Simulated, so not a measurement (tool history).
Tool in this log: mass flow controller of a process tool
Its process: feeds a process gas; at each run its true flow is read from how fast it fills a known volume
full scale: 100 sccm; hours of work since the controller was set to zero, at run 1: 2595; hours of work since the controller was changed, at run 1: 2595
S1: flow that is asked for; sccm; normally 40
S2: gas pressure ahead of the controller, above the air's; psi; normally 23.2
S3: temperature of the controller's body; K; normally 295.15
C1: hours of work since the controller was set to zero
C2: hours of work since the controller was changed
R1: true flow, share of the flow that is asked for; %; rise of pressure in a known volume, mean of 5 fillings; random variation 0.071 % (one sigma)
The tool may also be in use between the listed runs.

run    hour  S1    S2      S3    C1    C2      R1
  1       0  40  23.2  295.15  2595  2595  100.47
  2     219  40  40.6  295.15  2695  2695   99.59
  3   631.3  40  40.6  295.15  2883  2883   99.59
  4     896  40  25.8  295.15  3003  3003  100.53
  5  1125.2  40  23.2  303.15  3107  3107  100.49
  6  1439.7  40  23.2  303.15  3251  3251   100.6
  7  1737.8  40    37  295.15  3386  3386  100.08
  8    2080  40    37  295.15  3542  3542  100.05
  9  2365.9  40    37  301.15  3672  3672   99.87
 10  2778.7  40    37  301.15  3860  3860   99.98
 11  3121.5  94    37  301.15  4016  4016   99.42
 12  3561.7  40  29.7  295.15  4217  4217  100.69
 13  3912.9  27  23.2  295.15  4377  4377  102.14
     3958.9  -- controller's zero set anew
 14  4288.7  40  21.9  305.15   150  4547  101.59
 15  4519.1  40  21.9  305.15   255  4652  101.57
 16  4866.8  40  21.9  305.15   413  4811  101.35
 17  5188.4  40  21.9  296.15   560  4957  101.77
 18  5592.7  40  21.9  296.15   744  5141  101.95
 19  5905.3  40  21.9  296.15   886  5283  101.91
 20  6144.4  28  26.8  295.15   995  5392  103.21
     6177.6  -- controller's zero set anew, once more
 21  6519.6  50  40.5  298.15   156  5563   97.89
 22  6914.7  50  40.5  298.15   336  5743   97.82
 23  7324.8  50  40.5  298.15   522  5929   97.97
 24  7671.1  14  40.5  298.15   680  6087   98.42
 25  8074.3  14  40.5  301.15   863  6271   98.35

5 options for the next run, each taken on its own from the tool as it stands now. Forecast them:
  A  8549  40  36.1  296.15  1080  6487   ?
  B  8549  40  23.2  299.15  1080  6487   ?
  C  8549  14  40.5  310.15  1080  6487   ?
  D  8549  40    38  306.15  1080  6487   ?
  E  8549  14  24.7  301.15  1080  6487   ?

run     R1
  A  98.38
  B  98.93
  C   98.6
  D     98
  E  99.63
Without the tool's hidden state the same runs would have given:
run     R1
  A  99.02
  B  99.56
  C  98.17
  D  98.63
  E   99.2
